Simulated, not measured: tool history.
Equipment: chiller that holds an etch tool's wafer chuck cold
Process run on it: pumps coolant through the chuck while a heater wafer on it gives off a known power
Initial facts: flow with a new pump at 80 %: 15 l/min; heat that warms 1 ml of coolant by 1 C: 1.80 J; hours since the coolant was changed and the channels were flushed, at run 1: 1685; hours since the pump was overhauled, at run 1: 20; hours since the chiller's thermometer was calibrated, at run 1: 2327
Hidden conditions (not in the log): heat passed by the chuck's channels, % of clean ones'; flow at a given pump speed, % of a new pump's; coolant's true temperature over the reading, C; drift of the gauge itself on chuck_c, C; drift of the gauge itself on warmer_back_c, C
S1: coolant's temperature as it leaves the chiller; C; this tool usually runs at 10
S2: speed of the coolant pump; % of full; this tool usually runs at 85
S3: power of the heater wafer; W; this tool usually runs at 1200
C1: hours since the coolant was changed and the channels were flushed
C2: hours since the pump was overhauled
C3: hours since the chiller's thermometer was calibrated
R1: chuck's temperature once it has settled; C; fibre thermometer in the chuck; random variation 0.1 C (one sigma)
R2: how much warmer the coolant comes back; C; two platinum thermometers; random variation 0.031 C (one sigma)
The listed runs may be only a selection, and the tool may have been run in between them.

Run 1, hour 0: usual settings; C1 1685; C2 20; C3 2327. Result: R1 23.4 C, R2 2.5 C.
Run 2, hour 19.9: usual settings; C1 1705; C2 40; C3 2347. Result: R1 23.2 C, R2 2.49 C.
Run 3, hour 55.4: usual settings; C1 1740; C2 75; C3 2382. Result: R1 23.3 C, R2 2.48 C.
Run 4, hour 85.7: usual settings but S2 83 % of full; C1 1771; C2 105; C3 2413. Result: R1 23.8 C, R2 2.55 C.
Run 5, hour 111.8: usual settings but S2 83 % of full; C1 1797; C2 132; C3 2439. Result: R1 23.5 C, R2 2.58 C.
Run 6, hour 148.5: usual settings but S1 19 C; C1 1833; C2 168; C3 2475. Result: R1 32.5 C, R2 2.46 C.
Run 7, hour 172.4: usual settings but S1 19 C; C1 1857; C2 192; C3 2499. Result: R1 32.4 C, R2 2.52 C.
Run 8, hour 209.6: usual settings but S1 19 C, S2 60 % of full; C1 1895; C2 229; C3 2537. Result: R1 35.8 C, R2 3.77 C.
Run 9, hour 245: usual settings but S1 19 C, S2 60 % of full; C1 1930; C2 265; C3 2572. Result: R1 35.8 C, R2 3.74 C.
Run 10, hour 279.2: usual settings but S2 98 % of full; C1 1964; C2 299; C3 2606. Result: R1 22.3 C, R2 2.12 C.
Run 11, hour 310.7: usual settings but S3 961 W; C1 1996; C2 331; C3 2638. Result: R1 21.2 C, R2 2 C.
At hour 313.7: chiller's thermometer calibrated.
Run 12, hour 343.9: usual settings but S3 961 W; C1 2028; C2 363; C3 30. Result: R1 20.9 C, R2 2.1 C.
Run 13, hour 364.9: usual settings but S3 961 W; C1 2049; C2 384; C3 51. Result: R1 21.1 C, R2 2.02 C.
Run 14, hour 400.7: usual settings but S3 961 W; C1 2085; C2 419; C3 87. Result: R1 20.9 C, R2 2.05 C.
Run 15, hour 432.2: usual settings but S1 12 C; C1 2116; C2 451; C3 119. Result: R1 25.8 C, R2 2.59 C.
Run 16, hour 447.8: usual settings but S1 12 C; C1 2132; C2 467; C3 134. Result: R1 26 C, R2 2.55 C.
Run 17, hour 470.7: usual settings but S1 20 C, S2 100 % of full, S3 736 W; C1 2155; C2 489; C3 157. Result: R1 27.8 C, R2 1.24 C.
At hour 488: chiller's thermometer calibrated, once more.
Run 18, hour 505.2: usual settings but S1 2 C, S2 79 % of full; C1 2188; C2 523; C3 17. Result: R1 16.3 C, R2 2.69 C.
Run 19, hour 527.1: usual settings but S1 2 C, S2 79 % of full; C1 2210; C2 545; C3 39. Result: R1 16 C, R2 2.77 C.
Run 20, hour 548.3: usual settings but S1 2 C, S2 78 % of full, S3 969 W; C1 2231; C2 566; C3 60. Result: R1 13.4 C, R2 2.22 C.
Run 21, hour 573.5: usual settings but S1 2 C, S2 78 % of full, S3 969 W; C1 2256; C2 591; C3 85. Result: R1 13.4 C, R2 2.26 C.
Run 22, hour 595.9: usual settings but S1 2 C, S2 68 % of full, S3 969 W; C1 2279; C2 614; C3 108. Result: R1 14.5 C, R2 2.6 C.
Run 23, hour 612: usual settings but S1 5 C, S2 62 % of full; C1 2295; C2 630; C3 124. Result: R1 21.6 C, R2 3.56 C.
Run 24, hour 647.7: usual settings but S1 17 C, S2 93 % of full, S3 1463 W; C1 2331; C2 665; C3 160. Result: R1 32.7 C, R2 2.8 C.
Run 25, hour 684.8: usual settings but S1 1 C, S2 93 % of full, S3 984 W; C1 2368; C2 703; C3 197. Result: R1 11.5 C, R2 1.85 C.
Run 26, hour 712: usual settings but S1 16 C, S3 921 W; C1 2395; C2 730; C3 224. Result: R1 26.4 C, R2 1.88 C.
Run 27, hour 747.1: usual settings but S1 13 C, S2 60 % of full, S3 921 W; C1 2430; C2 765; C3 259. Result: R1 26.2 C, R2 2.89 C.
Run 28, hour 775.5: usual settings but S1 13 C, S2 71 % of full, S3 921 W; C1 2458; C2 793; C3 287. Result: R1 24.9 C, R2 2.37 C.
Run 29, hour 812.5: usual settings but S1 13 C, S2 71 % of full, S3 921 W; C1 2495; C2 830; C3 324. Result: R1 24.5 C, R2 2.35 C.

Alternative continuations, all from the tool just after run 29; predict every row:
Run A, hour 835.2: usual settings but S1 7 C, S2 87 % of full, S3 740 W; C1 2518; C2 853; C3 347. Result: R1 ?, R2 ?.
Run B, hour 835.2: usual settings but S1 17 C, S2 99 % of full, S3 752 W; C1 2518; C2 853; C3 347. Result: R1 ?, R2 ?.
Run C, hour 835.2: usual settings but S1 9 C, S3 624 W; C1 2518; C2 853; C3 347. Result: R1 ?, R2 ?.
Run D, hour 835.2: usual settings but S1 2 C, S2 65 % of full, S3 921 W; C1 2518; C2 853; C3 347. Result: R1 ?, R2 ?.

run    R1    R2
  A  15.3  1.53
  B  24.8  1.27
  C    16  1.34
  D  14.4  2.59
Had the tool no hidden state, the same runs would have come out as:
run    R1    R2
  A  14.5  1.51
  B  24.1  1.25
  C  15.4  1.32
  D  13.3  2.55

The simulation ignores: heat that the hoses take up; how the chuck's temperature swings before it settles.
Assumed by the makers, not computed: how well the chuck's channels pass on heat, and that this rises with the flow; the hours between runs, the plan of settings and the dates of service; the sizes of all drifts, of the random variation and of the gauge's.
